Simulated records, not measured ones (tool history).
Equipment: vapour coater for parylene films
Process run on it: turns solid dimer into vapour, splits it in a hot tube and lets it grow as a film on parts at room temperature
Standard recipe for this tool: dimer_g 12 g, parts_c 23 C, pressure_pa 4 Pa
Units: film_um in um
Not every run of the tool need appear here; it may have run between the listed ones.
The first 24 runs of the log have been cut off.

{"run": 25, "hour": 991.9, "dimer_g": 5, "parts_c": 22, "pressure_pa": 3.43, "film_um": 1.35}
{"run": 26, "hour": 1039.0, "dimer_g": 12, "parts_c": 23, "pressure_pa": 11.79, "film_um": 2.43}
{"run": 27, "hour": 1086.9, "dimer_g": 6, "parts_c": 15, "pressure_pa": 10.32, "film_um": 1.54}
{"hour": 1142.4, "done": "trap's valve overhauled"}
{"run": 28, "hour": 1142.4, "dimer_g": 6, "parts_c": 30, "pressure_pa": 7.19, "film_um": 1.13}
{"run": 29, "hour": 1179.7, "dimer_g": 6, "parts_c": 34, "pressure_pa": 3.93, "film_um": 1.16}
{"run": 30, "hour": 1216.9, "dimer_g": 6, "parts_c": 34, "pressure_pa": 3.93, "film_um": 1.16}
{"run": 31, "hour": 1258.5, "dimer_g": 6, "parts_c": 32, "pressure_pa": 4.23, "film_um": 1.22}
{"run": 32, "hour": 1289.7, "dimer_g": 8, "parts_c": 30, "pressure_pa": 4, "film_um": 1.7}
{"run": 33, "hour": 1335.7, "dimer_g": 8, "parts_c": 30, "pressure_pa": 4, "film_um": 1.7}
{"run": 34, "hour": 1391.4, "dimer_g": 8, "parts_c": 28, "pressure_pa": 4.24, "film_um": 1.78}
{"run": 35, "hour": 1429.8, "dimer_g": 19, "parts_c": 17, "pressure_pa": 3.03, "film_um": 5.76}
{"run": 36, "hour": 1459.8, "dimer_g": 12, "parts_c": 28, "pressure_pa": 4, "film_um": 2.71}
{"run": 37, "hour": 1507.0, "dimer_g": 12, "parts_c": 28, "pressure_pa": 4, "film_um": 2.71}
{"run": 38, "hour": 1541.2, "dimer_g": 12, "parts_c": 28, "pressure_pa": 4.69, "film_um": 2.62}
{"run": 39, "hour": 1565.8, "dimer_g": 12, "parts_c": 28, "pressure_pa": 4.69, "film_um": 2.63}
{"run": 40, "hour": 1598.6, "dimer_g": 12, "parts_c": 28, "pressure_pa": 4.69, "film_um": 2.63}
{"run": 41, "hour": 1623.5, "dimer_g": 12, "parts_c": 27, "pressure_pa": 7.16, "film_um": 2.49}
{"hour": 1651.4, "done": "gauge calibrated"}
{"run": 42, "hour": 1676.3, "dimer_g": 12, "parts_c": 27, "pressure_pa": 7.16, "film_um": 2.41}
{"run": 43, "hour": 1718.6, "dimer_g": 19, "parts_c": 32, "pressure_pa": 5.6, "film_um": 3.54}
{"run": 44, "hour": 1760.9, "dimer_g": 7, "parts_c": 19, "pressure_pa": 6.04, "film_um": 1.78}
{"run": 45, "hour": 1802.7, "dimer_g": 7, "parts_c": 19, "pressure_pa": 6.04, "film_um": 1.76}
{"run": 46, "hour": 1834.7, "dimer_g": 6, "parts_c": 19, "pressure_pa": 9.39, "film_um": 1.38}

What does the tool deliver on the next run?
{"run": 47, "hour": 1891.2, "dimer_g": 5, "parts_c": 18, "pressure_pa": 5.63, "film_um": "?"}

film_um: 1.32 um
Minus the tool's unlogged condition, the same run would have read film_um 1.32 um.

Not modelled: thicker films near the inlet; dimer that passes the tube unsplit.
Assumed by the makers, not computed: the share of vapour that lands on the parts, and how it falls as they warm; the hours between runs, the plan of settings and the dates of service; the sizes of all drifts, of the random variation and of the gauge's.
